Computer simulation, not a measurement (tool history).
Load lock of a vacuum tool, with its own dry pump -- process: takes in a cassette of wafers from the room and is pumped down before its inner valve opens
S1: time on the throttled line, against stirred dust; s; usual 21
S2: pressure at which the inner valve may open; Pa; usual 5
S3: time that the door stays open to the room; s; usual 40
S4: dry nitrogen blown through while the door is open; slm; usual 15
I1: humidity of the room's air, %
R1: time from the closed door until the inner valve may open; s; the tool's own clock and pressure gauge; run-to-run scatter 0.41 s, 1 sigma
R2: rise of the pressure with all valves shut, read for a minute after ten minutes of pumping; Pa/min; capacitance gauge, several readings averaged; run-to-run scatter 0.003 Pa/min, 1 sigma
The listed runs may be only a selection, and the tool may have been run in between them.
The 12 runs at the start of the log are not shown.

{"day": 242.108, "done": "dry pump taken out, an overhauled one fitted"}
{"run": 13, "day": 245.496, "S1": 21, "S2": 5, "S3": 40, "S4": 15, "I1": 41.3, "R1": 47.7, "R2": 0.023}
{"run": 14, "day": 270.508, "S1": 39, "S2": 5, "S3": 40, "S4": 15, "I1": 43.8, "R1": 61.6, "R2": 0.017}
{"run": 15, "day": 287.779, "S1": 39, "S2": 5, "S3": 40, "S4": 15, "I1": 41, "R1": 61.9, "R2": 0.02}
{"run": 16, "day": 301.733, "S1": 39, "S2": 5, "S3": 199, "S4": 15, "I1": 45.1, "R1": 61.3, "R2": 0.07}
{"run": 17, "day": 317.038, "S1": 39, "S2": 5, "S3": 199, "S4": 15, "I1": 44.1, "R1": 61.7, "R2": 0.063}
{"run": 18, "day": 342.929, "S1": 39, "S2": 5, "S3": 199, "S4": 15, "I1": 45.4, "R1": 62.5, "R2": 0.07}
{"run": 19, "day": 365.433, "S1": 27, "S2": 10, "S3": 40, "S4": 15, "I1": 45.5, "R1": 50.4, "R2": 0.022}
{"run": 20, "day": 382.908, "S1": 27, "S2": 10, "S3": 40, "S4": 15, "I1": 43.4, "R1": 50.3, "R2": 0.02}
{"run": 21, "day": 395.775, "S1": 27, "S2": 10, "S3": 40, "S4": 15, "I1": 46.5, "R1": 49.7, "R2": 0.025}
{"run": 22, "day": 411.708, "S1": 21, "S2": 5, "S3": 40, "S4": 42, "I1": 47.7, "R1": 47.1, "R2": 0.011}
{"run": 23, "day": 437.175, "S1": 18, "S2": 5, "S3": 36, "S4": 42, "I1": 43.1, "R1": 44.8, "R2": 0.014}
{"run": 24, "day": 461.854, "S1": 26, "S2": 7, "S3": 61, "S4": 42, "I1": 42.2, "R1": 50.7, "R2": 0.025}
{"run": 25, "day": 477.025, "S1": 15, "S2": 4, "S3": 61, "S4": 15, "I1": 44.2, "R1": 43.2, "R2": 0.03}
{"run": 26, "day": 498.55, "S1": 15, "S2": 4, "S3": 61, "S4": 15, "I1": 42.9, "R1": 43.3, "R2": 0.034}
{"run": 27, "day": 510.333, "S1": 15, "S2": 4, "S3": 61, "S4": 15, "I1": 42.2, "R1": 43.3, "R2": 0.028}
{"run": 28, "day": 524.95, "S1": 15, "S2": 4, "S3": 61, "S4": 15, "I1": 45.6, "R1": 43.5, "R2": 0.027}
{"run": 29, "day": 537.838, "S1": 21, "S2": 6, "S3": 93, "S4": 15, "I1": 46.7, "R1": 46.9, "R2": 0.042}
{"run": 30, "day": 552.738, "S1": 21, "S2": 6, "S3": 93, "S4": 15, "I1": 46.4, "R1": 46.5, "R2": 0.039}
{"run": 31, "day": 578.646, "S1": 30, "S2": 5, "S3": 215, "S4": 20, "I1": 44.2, "R1": 54.9, "R2": 0.059}
{"run": 32, "day": 598.633, "S1": 28, "S2": 8, "S3": 40, "S4": 15, "I1": 45.5, "R1": 51.4, "R2": 0.026}
{"run": 33, "day": 621.475, "S1": 24, "S2": 8, "S3": 40, "S4": 15, "I1": 42.3, "R1": 48.3, "R2": 0.027}
{"run": 34, "day": 643.971, "S1": 24, "S2": 8, "S3": 138, "S4": 25, "I1": 44.8, "R1": 47.9, "R2": 0.037}
{"run": 35, "day": 669.292, "S1": 24, "S2": 5, "S3": 40, "S4": 7, "I1": 47.8, "R1": 49.5, "R2": 0.031}
{"run": 36, "day": 691.542, "S1": 24, "S2": 5, "S3": 40, "S4": 7, "I1": 46.1, "R1": 49.5, "R2": 0.033}

Below are 5 alternative next runs, each starting from the tool's condition after run 36. Predict each:
{"run": "A", "day": 706.604, "S1": 20, "S2": 6, "S3": 40, "S4": 5, "I1": 43.1, "R1": "?", "R2": "?"}
{"run": "B", "day": 706.604, "S1": 13, "S2": 5, "S3": 40, "S4": 15, "I1": 43.9, "R1": "?", "R2": "?"}
{"run": "C", "day": 706.604, "S1": 21, "S2": 5, "S3": 40, "S4": 16, "I1": 46.3, "R1": "?", "R2": "?"}
{"run": "D", "day": 706.604, "S1": 25, "S2": 5, "S3": 74, "S4": 40, "I1": 46.6, "R1": "?", "R2": "?"}
{"run": "E", "day": 706.604, "S1": 29, "S2": 6, "S3": 60, "S4": 7, "I1": 45.6, "R1": "?", "R2": "?"}

run=A R1=46.1 R2=0.027
run=B R1=41.3 R2=0.022
run=C R1=47.7 R2=0.03
run=D R1=50.9 R2=0.027
run=E R1=53 R2=0.031
Had the tool no hidden state, the same runs would have come out as:
run=A R1=46.1 R2=0.025
run=B R1=41.2 R2=0.02
run=C R1=47.6 R2=0.028
run=D R1=50.9 R2=0.026
run=E R1=52.9 R2=0.029
